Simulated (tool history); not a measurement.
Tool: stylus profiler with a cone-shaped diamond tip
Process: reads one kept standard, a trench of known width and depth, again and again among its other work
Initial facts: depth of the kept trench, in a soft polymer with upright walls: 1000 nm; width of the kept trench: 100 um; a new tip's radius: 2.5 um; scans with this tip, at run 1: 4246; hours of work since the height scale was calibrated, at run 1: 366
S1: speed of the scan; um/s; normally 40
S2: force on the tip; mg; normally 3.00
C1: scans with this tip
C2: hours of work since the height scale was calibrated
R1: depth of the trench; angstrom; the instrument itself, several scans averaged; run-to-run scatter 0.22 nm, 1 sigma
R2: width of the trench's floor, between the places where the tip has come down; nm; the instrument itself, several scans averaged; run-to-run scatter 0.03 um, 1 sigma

| run | hour | S1 | S2 | C1 | C2 | R1 | R2 |
|---|---|---|---|---|---|---|---|
| 1 | 0.0 | 40 | 3.00 | 4246 | 366 | 10089.1 | 94560 |
| 2 | 76.4 | 40 | 3.00 | 4955 | 427 | 10092.1 | 94470 |
| 3 | 170.4 | 40 | 3.00 | 5828 | 502 | 10095.2 | 94260 |
| 4 | 265.7 | 40 | 3.00 | 6714 | 578 | 10096.2 | 94020 |
| 5 | 346.4 | 40 | 3.00 | 7463 | 643 | 10102.2 | 93800 |
| 6 | 409.7 | 140 | 1.04 | 8050 | 693 | 10066.5 | 93390 |
| 7 | 496.1 | 140 | 1.04 | 8853 | 762 | 10066.5 | 93210 |
| 8 | 553.1 | 140 | 1.04 | 9382 | 808 | 10068.8 | 93090 |
| 9 | 624.9 | 140 | 1.04 | 10050 | 865 | 10066.8 | 92970 |
| 10 | 667.2 | 31 | 2.86 | 10443 | 899 | 10105.0 | 93230 |

Branching from run 10: 5 alternative next runs. What would each branch give?
| A | 720.3 | 31 | 2.09 | 10936 | 942 | ? | ? |
| B | 720.3 | 40 | 4.89 | 10936 | 942 | ? | ? |
| C | 720.3 | 17 | 8.26 | 10936 | 942 | ? | ? |
| D | 720.3 | 32 | 1.65 | 10936 | 942 | ? | ? |
| E | 720.3 | 26 | 2.38 | 10936 | 942 | ? | ? |

| run | R1 | R2 |
|---|---|---|
| A | 10097.7 | 93150 |
| B | 10139.2 | 93160 |
| C | 10184.0 | 93170 |
| D | 10086.0 | 93110 |
| E | 10095.5 | 93160 |
Without the tool's hidden state the same runs would have given:
| run | R1 | R2 |
|---|---|---|
| A | 10061.8 | 95940 |
| B | 10103.1 | 95950 |
| C | 10147.8 | 95970 |
| D | 10050.2 | 95910 |
| E | 10059.6 | 95960 |

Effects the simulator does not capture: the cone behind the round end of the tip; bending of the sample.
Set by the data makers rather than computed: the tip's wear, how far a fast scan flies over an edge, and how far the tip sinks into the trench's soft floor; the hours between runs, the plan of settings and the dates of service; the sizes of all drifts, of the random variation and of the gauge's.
